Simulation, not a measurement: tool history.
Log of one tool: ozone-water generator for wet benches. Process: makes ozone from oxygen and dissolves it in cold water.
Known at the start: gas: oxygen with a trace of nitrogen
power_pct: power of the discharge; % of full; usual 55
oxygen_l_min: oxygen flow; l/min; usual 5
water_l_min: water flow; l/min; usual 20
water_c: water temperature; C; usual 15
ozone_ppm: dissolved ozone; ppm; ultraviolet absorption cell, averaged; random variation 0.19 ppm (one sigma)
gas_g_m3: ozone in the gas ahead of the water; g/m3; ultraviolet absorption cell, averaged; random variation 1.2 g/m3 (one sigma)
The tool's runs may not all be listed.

{"run": 1, "hour": 0.0, "power_pct": 55, "oxygen_l_min": 5, "water_l_min": 20, "water_c": 15, "ozone_ppm": 25.9, "gas_g_m3": 208.2}
{"run": 2, "hour": 72.8, "power_pct": 55, "oxygen_l_min": 5, "water_l_min": 20, "water_c": 15, "ozone_ppm": 25.7, "gas_g_m3": 207.7}
{"run": 3, "hour": 194.7, "power_pct": 55, "oxygen_l_min": 5, "water_l_min": 20, "water_c": 15, "ozone_ppm": 25.9, "gas_g_m3": 206}
{"run": 4, "hour": 316.8, "power_pct": 55, "oxygen_l_min": 5, "water_l_min": 20, "water_c": 15, "ozone_ppm": 25.6, "gas_g_m3": 207.5}
{"run": 5, "hour": 416.4, "power_pct": 55, "oxygen_l_min": 5, "water_l_min": 20, "water_c": 15, "ozone_ppm": 25.4, "gas_g_m3": 204.7}
{"run": 6, "hour": 516.0, "power_pct": 55, "oxygen_l_min": 5, "water_l_min": 20, "water_c": 15, "ozone_ppm": 25.4, "gas_g_m3": 205.8}
{"run": 7, "hour": 624.2, "power_pct": 55, "oxygen_l_min": 5, "water_l_min": 20, "water_c": 15, "ozone_ppm": 25.5, "gas_g_m3": 206.3}
{"run": 8, "hour": 689.3, "power_pct": 55, "oxygen_l_min": 5, "water_l_min": 20, "water_c": 15, "ozone_ppm": 25.3, "gas_g_m3": 205.8}
{"run": 9, "hour": 805.5, "power_pct": 55, "oxygen_l_min": 5, "water_l_min": 20, "water_c": 15, "ozone_ppm": 25.1, "gas_g_m3": 205.9}
{"run": 10, "hour": 916.1, "power_pct": 55, "oxygen_l_min": 5, "water_l_min": 20, "water_c": 15, "ozone_ppm": 24.9, "gas_g_m3": 205.6}
{"run": 11, "hour": 1013.9, "power_pct": 55, "oxygen_l_min": 5, "water_l_min": 20, "water_c": 15, "ozone_ppm": 25.4, "gas_g_m3": 206.4}
{"run": 12, "hour": 1078.1, "power_pct": 55, "oxygen_l_min": 5, "water_l_min": 20, "water_c": 15, "ozone_ppm": 25, "gas_g_m3": 205.3}
{"run": 13, "hour": 1229.5, "power_pct": 55, "oxygen_l_min": 5, "water_l_min": 20, "water_c": 15, "ozone_ppm": 25.3, "gas_g_m3": 204.1}
{"run": 14, "hour": 1332.7, "power_pct": 55, "oxygen_l_min": 4.31, "water_l_min": 20, "water_c": 15, "ozone_ppm": 24.8, "gas_g_m3": 221.6}
{"run": 15, "hour": 1396.5, "power_pct": 55, "oxygen_l_min": 5, "water_l_min": 20, "water_c": 15, "ozone_ppm": 24.9, "gas_g_m3": 204.3}
{"hour": 1403.3, "done": "water thermometer calibrated"}
{"run": 16, "hour": 1549.3, "power_pct": 55, "oxygen_l_min": 5, "water_l_min": 20, "water_c": 18, "ozone_ppm": 23.7, "gas_g_m3": 205.4}
{"run": 17, "hour": 1651.2, "power_pct": 55, "oxygen_l_min": 5, "water_l_min": 20, "water_c": 18, "ozone_ppm": 23.8, "gas_g_m3": 204.8}
{"run": 18, "hour": 1734.0, "power_pct": 55, "oxygen_l_min": 5, "water_l_min": 20, "water_c": 18, "ozone_ppm": 23.6, "gas_g_m3": 205.7}
{"run": 19, "hour": 1870.0, "power_pct": 55, "oxygen_l_min": 5, "water_l_min": 20, "water_c": 18, "ozone_ppm": 23.8, "gas_g_m3": 202.8}
{"run": 20, "hour": 1954.8, "power_pct": 55, "oxygen_l_min": 6.39, "water_l_min": 17, "water_c": 23, "ozone_ppm": 24.3, "gas_g_m3": 179.6}
{"run": 21, "hour": 2103.8, "power_pct": 55, "oxygen_l_min": 6.39, "water_l_min": 17, "water_c": 19, "ozone_ppm": 26.1, "gas_g_m3": 178.3}
{"hour": 2128.4, "done": "water thermometer calibrated, once more"}
{"run": 22, "hour": 2245.0, "power_pct": 55, "oxygen_l_min": 4.17, "water_l_min": 20, "water_c": 15, "ozone_ppm": 24, "gas_g_m3": 224.7}
{"run": 23, "hour": 2312.1, "power_pct": 55, "oxygen_l_min": 4.17, "water_l_min": 20, "water_c": 15, "ozone_ppm": 24.3, "gas_g_m3": 221.8}
{"run": 24, "hour": 2399.4, "power_pct": 74, "oxygen_l_min": 4.64, "water_l_min": 14, "water_c": 7, "ozone_ppm": 46.7, "gas_g_m3": 270.3}
{"hour": 2465.1, "done": "contactor cleaned"}
{"run": 25, "hour": 2549.5, "power_pct": 74, "oxygen_l_min": 7.35, "water_l_min": 32, "water_c": 7, "ozone_ppm": 24, "gas_g_m3": 213.8}
{"run": 26, "hour": 2643.9, "power_pct": 55, "oxygen_l_min": 5, "water_l_min": 27, "water_c": 10, "ozone_ppm": 20.7, "gas_g_m3": 201}
{"run": 27, "hour": 2784.4, "power_pct": 55, "oxygen_l_min": 5, "water_l_min": 16, "water_c": 20, "ozone_ppm": 27.7, "gas_g_m3": 202.1}
{"run": 28, "hour": 2928.1, "power_pct": 55, "oxygen_l_min": 5, "water_l_min": 20, "water_c": 8, "ozone_ppm": 27.4, "gas_g_m3": 201.7}
{"run": 29, "hour": 2996.0, "power_pct": 55, "oxygen_l_min": 5, "water_l_min": 14, "water_c": 11, "ozone_ppm": 35.1, "gas_g_m3": 202.1}
{"run": 30, "hour": 3100.2, "power_pct": 72, "oxygen_l_min": 2.66, "water_l_min": 14, "water_c": 16, "ozone_ppm": 39.6, "gas_g_m3": 347.1}
{"run": 31, "hour": 3254.2, "power_pct": 53, "oxygen_l_min": 7.22, "water_l_min": 14, "water_c": 7, "ozone_ppm": 35.6, "gas_g_m3": 160.2}
{"run": 32, "hour": 3395.9, "power_pct": 53, "oxygen_l_min": 7.22, "water_l_min": 14, "water_c": 7, "ozone_ppm": 35.7, "gas_g_m3": 161.6}

Hidden state or all else? Some run-to-run changes of ozone_ppm, split into what the settings, what came in and random variation would give without the hidden state, and what is left for the hidden state (with any gauge scatter that isn't in both results):
The hidden state here: yield of the discharge, % of new electrodes'; contactor's efficiency, % of a clean one's; true water temperature over the reading, C; drift of the gauge itself on ozone_ppm, %; drift of the gauge itself on gas_g_m3, %.
Run 23 -> 24: power_pct 55 -> 74, oxygen_l_min 4.17 -> 4.64, water_l_min 20 -> 14, water_c 15 -> 7. ozone_ppm +22.4 ppm: hidden state -1.9, all else +24.3.
Run 24 -> 25: oxygen_l_min 4.64 -> 7.35, water_l_min 14 -> 32, contactor cleaned. ozone_ppm -22.7 ppm: hidden state +2.5, all else -25.2.
Run 28 -> 29: water_l_min 20 -> 14, water_c 8 -> 11. ozone_ppm +7.7 ppm: hidden state -0.4, all else +8.1.
Run 29 -> 30: power_pct 55 -> 72, oxygen_l_min 5 -> 2.66, water_c 11 -> 16. ozone_ppm +4.5 ppm: hidden state -0.7, all else +5.2.
